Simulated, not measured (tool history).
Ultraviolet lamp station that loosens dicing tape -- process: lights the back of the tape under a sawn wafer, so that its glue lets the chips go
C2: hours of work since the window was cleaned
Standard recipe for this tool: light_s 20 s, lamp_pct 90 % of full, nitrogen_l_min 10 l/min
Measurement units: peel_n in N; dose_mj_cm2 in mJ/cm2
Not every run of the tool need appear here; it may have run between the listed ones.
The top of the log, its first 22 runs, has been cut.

run 23 hour=373.5 | light_s=25 lamp_pct=90 nitrogen_l_min=10 | hours_of_work_of_the_lamp=298 C2=122 | peel_n=0.594 dose_mj_cm2=648
run 24 hour=387.9 | light_s=25 lamp_pct=90 nitrogen_l_min=10 | hours_of_work_of_the_lamp=305 C2=129 | peel_n=0.605 dose_mj_cm2=653
run 25 hour=405.9 | light_s=25 lamp_pct=90 nitrogen_l_min=10 | hours_of_work_of_the_lamp=314 C2=139 | peel_n=0.61 dose_mj_cm2=651
run 26 hour=417 | light_s=29 lamp_pct=82 nitrogen_l_min=7 | hours_of_work_of_the_lamp=320 C2=144 | peel_n=0.726 dose_mj_cm2=682
run 27 hour=435.7 | light_s=20 lamp_pct=66 nitrogen_l_min=10 | hours_of_work_of_the_lamp=330 C2=154 | peel_n=1.526 dose_mj_cm2=378
run 28 hour=455.5 | light_s=20 lamp_pct=66 nitrogen_l_min=10 | hours_of_work_of_the_lamp=340 C2=165 | peel_n=1.565 dose_mj_cm2=376
run 29 hour=468.2 | light_s=17 lamp_pct=66 nitrogen_l_min=10 | hours_of_work_of_the_lamp=347 C2=171 | peel_n=1.964 dose_mj_cm2=318
run 30 hour=484.2 | light_s=32 lamp_pct=66 nitrogen_l_min=18 | hours_of_work_of_the_lamp=355 C2=180 | peel_n=0.477 dose_mj_cm2=594
run 31 hour=503.9 | light_s=36 lamp_pct=98 nitrogen_l_min=18 | hours_of_work_of_the_lamp=366 C2=190 | peel_n=0.226 dose_mj_cm2=981
run 32 hour=515.6 | light_s=36 lamp_pct=98 nitrogen_l_min=18 | hours_of_work_of_the_lamp=372 C2=196 | peel_n=0.228 dose_mj_cm2=987
run 33 hour=532.1 | light_s=36 lamp_pct=98 nitrogen_l_min=18 | hours_of_work_of_the_lamp=380 C2=205 | peel_n=0.228 dose_mj_cm2=980
run 34 hour=546.6 | light_s=17 lamp_pct=98 nitrogen_l_min=18 | hours_of_work_of_the_lamp=388 C2=212 | peel_n=0.793 dose_mj_cm2=456
run 35 hour=562.4 | light_s=12 lamp_pct=87 nitrogen_l_min=18 | hours_of_work_of_the_lamp=396 C2=220 | peel_n=1.699 dose_mj_cm2=286
run 36 hour=572.7 | light_s=26 lamp_pct=82 nitrogen_l_min=5 | hours_of_work_of_the_lamp=402 C2=226 | peel_n=1.231 dose_mj_cm2=586
run 37 hour=590.6 | light_s=26 lamp_pct=82 nitrogen_l_min=5 | hours_of_work_of_the_lamp=411 C2=235 | peel_n=1.224 dose_mj_cm2=586
run 38 hour=613 | light_s=10 lamp_pct=82 nitrogen_l_min=5 | hours_of_work_of_the_lamp=423 C2=247 | peel_n=3.464 dose_mj_cm2=224
run 39 hour=634.7 | light_s=20 lamp_pct=63 nitrogen_l_min=20 | hours_of_work_of_the_lamp=434 C2=258 | peel_n=1.301 dose_mj_cm2=341
run 40 hour=652.9 | light_s=39 lamp_pct=68 nitrogen_l_min=14 | hours_of_work_of_the_lamp=443 C2=268 | peel_n=0.398 dose_mj_cm2=713

5 options for the next run, each taken on its own from the tool as it stands now. Forecast them:
run A hour=672.4 | light_s=20 lamp_pct=98 nitrogen_l_min=10 | hours_of_work_of_the_lamp=454 C2=278 | peel_n=? dose_mj_cm2=?
run B hour=672.4 | light_s=32 lamp_pct=61 nitrogen_l_min=15 | hours_of_work_of_the_lamp=454 C2=278 | peel_n=? dose_mj_cm2=?
run C hour=672.4 | light_s=20 lamp_pct=79 nitrogen_l_min=10 | hours_of_work_of_the_lamp=454 C2=278 | peel_n=? dose_mj_cm2=?
run D hour=672.4 | light_s=22 lamp_pct=92 nitrogen_l_min=10 | hours_of_work_of_the_lamp=454 C2=278 | peel_n=? dose_mj_cm2=?
run E hour=672.4 | light_s=18 lamp_pct=78 nitrogen_l_min=14 | hours_of_work_of_the_lamp=454 C2=278 | peel_n=? dose_mj_cm2=?

run=A peel_n=0.924 dose_mj_cm2=524
run=B peel_n=0.734 dose_mj_cm2=521
run=C peel_n=1.317 dose_mj_cm2=419
run=D peel_n=0.849 dose_mj_cm2=536
run=E peel_n=1.311 dose_mj_cm2=377
Without the tool's unlogged condition, the same runs would have read:
run=A peel_n=0.629 dose_mj_cm2=644
run=B peel_n=0.495 dose_mj_cm2=641
run=C peel_n=0.932 dose_mj_cm2=516
run=D peel_n=0.572 dose_mj_cm2=660
run=E peel_n=0.926 dose_mj_cm2=463
